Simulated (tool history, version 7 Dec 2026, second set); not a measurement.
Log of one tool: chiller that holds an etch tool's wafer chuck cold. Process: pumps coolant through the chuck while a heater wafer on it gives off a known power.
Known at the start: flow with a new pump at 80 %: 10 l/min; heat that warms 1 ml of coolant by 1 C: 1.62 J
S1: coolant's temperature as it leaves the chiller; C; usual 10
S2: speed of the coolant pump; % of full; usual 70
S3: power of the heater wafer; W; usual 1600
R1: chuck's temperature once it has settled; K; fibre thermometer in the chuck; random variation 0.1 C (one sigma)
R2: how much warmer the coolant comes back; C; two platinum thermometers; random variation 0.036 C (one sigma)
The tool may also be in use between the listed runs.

run 1 day=0 | S1=10 S2=70 S3=1600 | R1=297.05 R2=7.05
run 2 day=3.642 | S1=10 S2=70 S3=1600 | R1=296.95 R2=7.11
run 3 day=7.212 | S1=14 S2=70 S3=1600 | R1=301.25 R2=7.11
run 4 day=9.242 | S1=14 S2=70 S3=1600 | R1=301.25 R2=7.11
run 5 day=13.142 | S1=14 S2=70 S3=1600 | R1=301.15 R2=7.14
run 6 day=15.158 | S1=14 S2=70 S3=1600 | R1=301.25 R2=7.12
run 7 day=18.529 | S1=10 S2=70 S3=1600 | R1=297.15 R2=7.11
run 8 day=21.033 | S1=10 S2=70 S3=877 | R1=290.95 R2=3.95
run 9 day=24.096 | S1=17 S2=70 S3=1600 | R1=304.25 R2=7.04
run 10 day=28.229 | S1=17 S2=70 S3=1600 | R1=304.35 R2=7.15
run 11 day=31.217 | S1=5 S2=70 S3=1333 | R1=290.05 R2=5.95
run 12 day=34.071 | S1=10 S2=70 S3=1107 | R1=293.05 R2=4.98
run 13 day=36.783 | S1=17 S2=70 S3=1107 | R1=300.05 R2=4.94
run 14 day=41.342 | S1=10 S2=95 S3=1802 | R1=295.75 R2=5.66
run 15 day=45.708 | S1=10 S2=61 S3=1143 | R1=294.75 R2=6.03
run 16 day=48.279 | S1=9 S2=70 S3=1600 | R1=296.75 R2=7.19
run 17 day=51.367 | S1=12 S2=91 S3=2074 | R1=299.85 R2=6.97
run 18 day=54.162 | S1=18 S2=82 S3=2074 | R1=307.25 R2=7.89
run 19 day=57.008 | S1=15 S2=67 S3=1246 | R1=299.95 R2=5.93

Not shown: 1 entry that the log had between the listed runs. Between which runs, and how does the tool's hidden state differ before and after?
Between runs 16 and 17: chiller's thermometer calibrated (day 51.229)
  heat passed by the chuck's channels, % of clean ones': 92.2 -> 92.1; coolant's true temperature over the reading, C: 0.12 -> 0.03
  measured less the result without the state, R1: +1.4 -> +1.3 K; R2: +0.3 -> +0.3 C
